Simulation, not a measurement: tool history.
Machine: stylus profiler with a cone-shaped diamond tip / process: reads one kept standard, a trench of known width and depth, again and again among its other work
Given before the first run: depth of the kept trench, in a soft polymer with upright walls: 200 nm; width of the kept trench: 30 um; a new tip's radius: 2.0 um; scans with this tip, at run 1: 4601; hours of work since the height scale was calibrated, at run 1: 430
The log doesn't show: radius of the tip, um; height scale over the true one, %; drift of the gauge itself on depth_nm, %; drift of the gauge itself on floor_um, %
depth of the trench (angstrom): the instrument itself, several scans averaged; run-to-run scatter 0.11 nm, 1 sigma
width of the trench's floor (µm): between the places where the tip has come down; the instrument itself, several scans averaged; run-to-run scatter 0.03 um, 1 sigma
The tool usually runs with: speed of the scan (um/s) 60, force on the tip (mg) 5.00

run   hour  speed of the scan (um/s)  force on the tip (mg)  scans with this tip  hours of work since the height scale was calibrated  depth of the trench (angstrom)  width of the trench's floor (µm)
  1    0.0                        60                   5.00                 4601                                                  430                          2021.9                             27.61
  2   17.3                        60                   5.00                 4740                                                  443                          2020.3                             27.66
  3   27.1                        60                   5.00                 4818                                                  451                          2020.9                             27.63
  4   45.8                        60                   5.00                 4968                                                  465                          2021.3                             27.62
  5   56.9                        60                   5.00                 5057                                                  473                          2022.0                             27.57
  6   66.3                        60                  11.81                 5131                                                  480                          2041.0                             27.64
  7   79.8                        60                  11.81                 5240                                                  490                          2040.8                             27.63
  8   96.0                        60                   5.00                 5369                                                  502                          2021.1                             27.59
  9  114.4                        60                   5.00                 5516                                                  516                          2021.3                             27.55
 10  127.9                        29                   5.00                 5624                                                  526                          2022.5                             27.70
 11  135.8                        29                   5.00                 5688                                                  532                          2022.8                             27.69
 12  149.2                       100                   5.00                 5795                                                  542                          2018.0                             27.38
 13  159.3                        60                   3.05                 5875                                                  550                          2014.0                             27.55
 14  175.5                        60                   3.05                 6005                                                  562                          2012.8                             27.45
 15  187.5                        60                   9.88                 6101                                                  571                          2035.0                             27.59
 16  203.5                        17                   5.00                 6229                                                  583                          2019.9                             27.66
 17  221.6                        17                   6.35                 6373                                                  596                          2025.4                             27.69
 18  232.5                        60                   3.30                 6461                                                  604                          2015.6                             27.42
 19  241.5                        60                   3.30                 6533                                                  611                          2014.1                             27.52
 20  249.6                        60                   5.00                 6597                                                  617                          2021.7                             27.52
 21  259.8                        60                   5.00                 6679                                                  625                          2021.4                             27.49
 22  270.9                        60                   5.00                 6768                                                  633                          2023.0                             27.46
 23  284.6                        60                   5.00                 6877                                                  643                          2019.7                             27.45
 24  302.1                        60                   5.00                 7017                                                  656                          2021.3                             27.48
     303.4  -- height scale calibrated on a step standard
 25  315.5                        60                   5.00                 7120                                                    9                          2017.2                             27.43
     331.3  -- height scale calibrated on a step standard, once more
 26  332.2                        60                   5.00                 7250                                                    1                          2026.7                             27.49
 27  347.4                        25                  14.07                 7372                                                   12                          2047.5                             27.64
 28  360.1                        25                   4.84                 7473                                                   22                          2021.9                             27.54
 29  375.1                        25                   4.84                 7594                                                   33                          2025.0                             27.56
 30  387.3                        25                   4.84                 7691                                                   42                          2025.1                             27.52
 31  403.7                       161                   2.27                 7822                                                   54                          2013.6                             26.75
 32  412.3                        27                   4.87                 7890                                                   61                          2021.9                             27.47
 33  425.7                        45                   2.37                 7997                                                   71                          2013.5                             27.36
 34  443.2                        18                   3.30                 8138                                                   84                          2019.4                             27.51
 35  455.6                       102                   3.72                 8237                                                   93                          2018.3                             27.18
 36  467.6                       137                   5.14                 8333                                                  102                          2023.2                             27.11
 37  477.2                        44                   5.03                 8409                                                  109                          2023.1                             27.38
 38  491.7                        44                   5.03                 8526                                                  120                          2022.0                             27.37
 39  505.9                        60                   5.74                 8639                                                  131                          2026.3                             27.34
 40  519.6                        54                  10.40                 8749                                                  141                          2039.7                             27.41
 41  530.6                        54                   5.64                 8837                                                  149                          2024.3                             27.35
 42  548.8                        54                   5.64                 8982                                                  163                          2025.0                             27.35
 43  564.2                       220                   3.05                 9105                                                  174                          2016.8                             26.59
 44  574.8                        16                   3.95                 9190                                                  182                          2018.5                             27.42
 45  592.6                       169                  13.04                 9333                                                  195                          2045.6                             27.10
 46  600.8                       169                  13.04                 9398                                                  202                          2044.9                             27.16

Forecast each of these 3 alternatives for the next run:
  A  614.8                       174                   3.19                 9510                                                  212                               ?                                 ?
  B  614.8                        67                   5.00                 9510                                                  212                               ?                                 ?
  C  614.8                        76                  13.04                 9510                                                  212                               ?                                 ?

run  depth of the trench (angstrom)  width of the trench's floor (µm)
  A                          2018.5                             26.68
  B                          2023.2                             27.23
  C                          2042.9                             27.34
Without the tool's hidden state the same runs would have given:
run  depth of the trench (angstrom)  width of the trench's floor (µm)
  A                          2019.7                             27.44
  B                          2024.3                             27.99
  C                          2044.1                             28.10
